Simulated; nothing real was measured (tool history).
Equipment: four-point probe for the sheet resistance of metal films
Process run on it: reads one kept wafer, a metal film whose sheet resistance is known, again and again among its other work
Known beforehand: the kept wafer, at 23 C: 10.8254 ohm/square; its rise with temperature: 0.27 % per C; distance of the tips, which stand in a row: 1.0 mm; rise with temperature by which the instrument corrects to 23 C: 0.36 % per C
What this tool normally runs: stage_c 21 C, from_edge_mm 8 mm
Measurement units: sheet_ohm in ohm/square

run    hour  stage_c  from_edge_mm  sheet_ohm
  1     0.0       21             8  10.841651
  2    56.6       21             8  10.844480
  3   104.8       21             9  10.823174
  4   144.3       21             8  10.839769
  5   189.2       22             8  10.831283
  6   234.2       22             8  10.829659
  7   279.9       22             8  10.828543
  8   347.8       22             8  10.831484
  9   397.8       22             8  10.828229
 10   435.1       21             8  10.840181
 11   482.0       21            15  10.771597
 12   524.4       29             8  10.761534
 13   575.7       29             8  10.764863
 14   610.9       29             8  10.762196
 15   656.9       29             8  10.762992
 16   733.0       21             8  10.834987
 17   784.0       21             8  10.834627
 18   838.2       21             8  10.832563
 19   875.3       21             8  10.832011
 20   923.3       21             8  10.833014
 21   987.8       21             8  10.833830
 22  1058.1       21             7  10.861630
 23  1133.3       21             7  10.860259
 24  1205.6       32             5  10.865620
 25  1263.5       34             8  10.711620
     1292.4  -- stage's thermometer calibrated
 26  1317.2       33            10  10.688939
 27  1395.6       19            10  10.813924
 28  1434.7       19            10  10.816511
 29  1512.3       20            33  10.753544
 30  1564.0       21             7  10.849247
 31  1644.3       19             7  10.873975
 32  1686.0       25             4  11.041380
 33  1740.0       19            16  10.774844
 34  1820.4       28            35  10.675792
 35  1881.7       26            53  10.686939
 36  1941.8       26            53  10.688020
 37  2012.9       26            53  10.689203
 38  2092.5       23            15  10.738376

Run 39, settings as shown, results not yet in. Your forecast:
 39  2155.2       21            27          ?

{"run 39": {"sheet_ohm": 10.739754}}
Without the tool's hidden state the same run would have given sheet_ohm 10.852520 ohm/square.

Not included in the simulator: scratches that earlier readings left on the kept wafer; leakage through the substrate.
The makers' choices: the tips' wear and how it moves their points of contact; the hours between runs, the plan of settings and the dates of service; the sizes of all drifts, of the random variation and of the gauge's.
